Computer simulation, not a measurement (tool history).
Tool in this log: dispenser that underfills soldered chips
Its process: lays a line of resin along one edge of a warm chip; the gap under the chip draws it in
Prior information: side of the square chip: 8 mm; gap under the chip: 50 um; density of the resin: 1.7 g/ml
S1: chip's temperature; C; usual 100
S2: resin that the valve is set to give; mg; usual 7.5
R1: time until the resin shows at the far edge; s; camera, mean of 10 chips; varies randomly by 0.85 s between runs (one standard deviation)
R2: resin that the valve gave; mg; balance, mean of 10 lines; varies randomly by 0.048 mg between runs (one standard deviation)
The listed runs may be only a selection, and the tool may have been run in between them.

{"run": 1, "hour": 0.0, "S1": 100, "S2": 7.5, "R1": 90.2, "R2": 7.47}
{"hour": 5.8, "done": "new syringe of resin"}
{"run": 2, "hour": 8.5, "S1": 100, "S2": 7.5, "R1": 88.3, "R2": 7.39}
{"hour": 16.4, "done": "new syringe of resin"}
{"run": 3, "hour": 17.5, "S1": 100, "S2": 7.5, "R1": 82.9, "R2": 7.34}
{"hour": 27.3, "done": "new syringe of resin"}
{"run": 4, "hour": 27.9, "S1": 100, "S2": 7.5, "R1": 81.8, "R2": 7.29}
{"run": 5, "hour": 35.5, "S1": 100, "S2": 7.5, "R1": 99.1, "R2": 7.26}
{"hour": 38.1, "done": "new syringe of resin"}
{"run": 6, "hour": 40.5, "S1": 100, "S2": 7.5, "R1": 87.3, "R2": 7.42}
{"hour": 48.3, "done": "new syringe of resin"}
{"run": 7, "hour": 50.5, "S1": 100, "S2": 6.92, "R1": 87.9, "R2": 6.62}
{"hour": 58.4, "done": "new syringe of resin"}
{"run": 8, "hour": 59.5, "S1": 100, "S2": 6.85, "R1": 86.3, "R2": 6.52}
{"run": 9, "hour": 67.8, "S1": 100, "S2": 6.85, "R1": 105.8, "R2": 6.54}
{"hour": 68.7, "done": "new syringe of resin"}
{"run": 10, "hour": 75.7, "S1": 100, "S2": 6.85, "R1": 101.6, "R2": 6.48}
{"hour": 78.9, "done": "new syringe of resin"}
{"run": 11, "hour": 82.4, "S1": 108, "S2": 7.5, "R1": 65.5, "R2": 7.15}
{"hour": 89.1, "done": "new syringe of resin"}
{"run": 12, "hour": 90.0, "S1": 108, "S2": 8.23, "R1": 57.1, "R2": 7.73}
{"run": 13, "hour": 95.5, "S1": 100, "S2": 7.5, "R1": 97.7, "R2": 7.07}
{"hour": 99.5, "done": "new syringe of resin"}
{"run": 14, "hour": 103.1, "S1": 100, "S2": 7.5, "R1": 90.4, "R2": 7.05}
{"run": 15, "hour": 108.0, "S1": 100, "S2": 7.54, "R1": 102.8, "R2": 7.07}
{"hour": 109.9, "done": "new syringe of resin"}
{"run": 16, "hour": 113.7, "S1": 100, "S2": 7.54, "R1": 90.6, "R2": 6.97}
{"run": 17, "hour": 118.5, "S1": 100, "S2": 7.54, "R1": 103.5, "R2": 7.01}
{"hour": 120.1, "done": "new syringe of resin"}
{"run": 18, "hour": 126.9, "S1": 113, "S2": 8.08, "R1": 55.5, "R2": 7.42}
{"hour": 130.6, "done": "new syringe of resin"}
{"run": 19, "hour": 135.9, "S1": 91, "S2": 7.83, "R1": 138.9, "R2": 7.13}
{"hour": 141.1, "done": "new syringe of resin"}
{"run": 20, "hour": 141.9, "S1": 91, "S2": 7.83, "R1": 123.7, "R2": 7.12}

Forecast run 21:
{"run": 21, "hour": 150.2, "S1": 91, "S2": 7.83, "R1": "?", "R2": "?"}

R1: 151.5 s
R2: 7.21 mg
With no hidden state in the tool, this same run would have given R1 116.3 s, R2 7.92 mg.
